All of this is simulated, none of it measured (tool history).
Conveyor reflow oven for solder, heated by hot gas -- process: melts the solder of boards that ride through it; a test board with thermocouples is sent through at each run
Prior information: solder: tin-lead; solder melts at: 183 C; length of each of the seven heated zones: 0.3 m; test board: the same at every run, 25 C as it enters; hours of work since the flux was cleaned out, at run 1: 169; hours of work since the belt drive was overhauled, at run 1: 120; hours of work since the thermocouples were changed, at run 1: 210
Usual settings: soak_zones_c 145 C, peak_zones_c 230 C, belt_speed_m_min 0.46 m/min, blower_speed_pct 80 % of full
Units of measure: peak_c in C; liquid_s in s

run     day  soak_zones_c  peak_zones_c  belt_speed_m_min  blower_speed_pct  hours of work since the flux was cleaned out  hours of work since the belt drive was overhauled  hours of work since the thermocouples were changed  peak_c  liquid_s
  1       0           145           230              0.46                80                                           169                                                120                                                 210     212      55.7
  2   0.604           145           230              0.46                80                                           176                                                127                                                 217   211.7      55.9
  3   1.046           145           230              0.46                80                                           181                                                132                                                 222   211.5      56.4
  4   1.496           145           230              0.46                80                                           186                                                137                                                 227   211.6      55.8
  5   2.204           145           234              0.46                80                                           194                                                145                                                 235   215.4      58.8
  6   2.533           145           234              0.46                80                                           198                                                149                                                 239   215.1      58.8
      2.817  -- flux residue cleaned out of gas plates and filters
  7   3.504           145           234              0.46                80                                             8                                                158                                                 248   214.2      57.4
  8   3.888           145           234              0.46                80                                            12                                                162                                                 252   213.8      57.1
  9   4.346           145           234              0.46                80                                            17                                                167                                                 257   213.5      57.1
 10   5.146           145           221              0.46                80                                            26                                                176                                                 266   202.8      46.4
      5.833  -- flux residue cleaned out of gas plates and filters, once more
 11   5.842           145           221              0.46                80                                             0                                                182                                                 272     205      49.9
 12   6.167           145           221              0.46                80                                             4                                                185                                                 276     205        50
 13   6.925           145           221              0.46                80                                            12                                                194                                                 284   205.1      49.9
 14   7.629           145           221              0.46                80                                            20                                                202                                                 292   205.4      49.2
 15   8.412           134           221              0.46                80                                            29                                                211                                                 301   202.6      42.2
 16   8.892           142           240             0.413                56                                            35                                                216                                                 306   218.9      67.7
 17   9.488           144           230             0.399                58                                            41                                                223                                                 313     212      64.5
 18  10.054           137           243             0.433                51                                            48                                                229                                                 320   216.7      60.1
 19    10.5           137           243             0.433                51                                            53                                                234                                                 325   216.1      59.8
 20  11.167           137           243             0.433                51                                            60                                                242                                                 332   216.3      59.8
 21  11.692           145           233             0.448                80                                            66                                                248                                                 338   215.9      61.3
 22  12.129           145           230              0.46                73                                            71                                                253                                                 343   210.3      55.2
 23  12.904           145           230              0.46                73                                            80                                                262                                                 352   210.6      55.2
 24  13.246           145           220              0.46                56                                            84                                                265                                                 356   199.2      40.1
 25  13.617           145           220             0.423                56                                            88                                                270                                                 360   201.7      48.5
 26  14.179           145           220             0.423                56                                            94                                                276                                                 366   201.5      48.4
 27  14.558           145           220             0.423                56                                            99                                                280                                                 371   201.9      48.2
 28  15.046           145           230             0.388                66                                           104                                                286                                                 376   214.3      70.3
 29  15.483           145           230             0.388                66                                           109                                                291                                                 381   213.8      70.5
 30  16.229           145           230             0.388                66                                           118                                                299                                                 390   213.6      70.5

Consider 5 possible next runs. They are alternatives, not a sequence: every one starts from the tool as it was left by run 30. What does each give?
  A  16.708           145           230             0.425                63                                           123                                                305                                                 395       ?         ?
  B  16.708           155           230              0.46                80                                           123                                                305                                                 395       ?         ?
  C  16.708           145           220              0.46                85                                           123                                                305                                                 395       ?         ?
  D  16.708           145           228             0.389                80                                           123                                                305                                                 395       ?         ?
  E  16.708           146           241             0.388                66                                           123                                                305                                                 395       ?         ?

run  peak_c  liquid_s
  A     211        60
  B   213.7        63
  C   204.7      48.3
  D   214.9      70.9
  E   223.8      78.6
Without the tool's hidden state the same runs would have given:
run  peak_c  liquid_s
  A   212.5      61.3
  B   215.1        64
  C   206.2        50
  D   216.4      72.1
  E   225.3      79.4

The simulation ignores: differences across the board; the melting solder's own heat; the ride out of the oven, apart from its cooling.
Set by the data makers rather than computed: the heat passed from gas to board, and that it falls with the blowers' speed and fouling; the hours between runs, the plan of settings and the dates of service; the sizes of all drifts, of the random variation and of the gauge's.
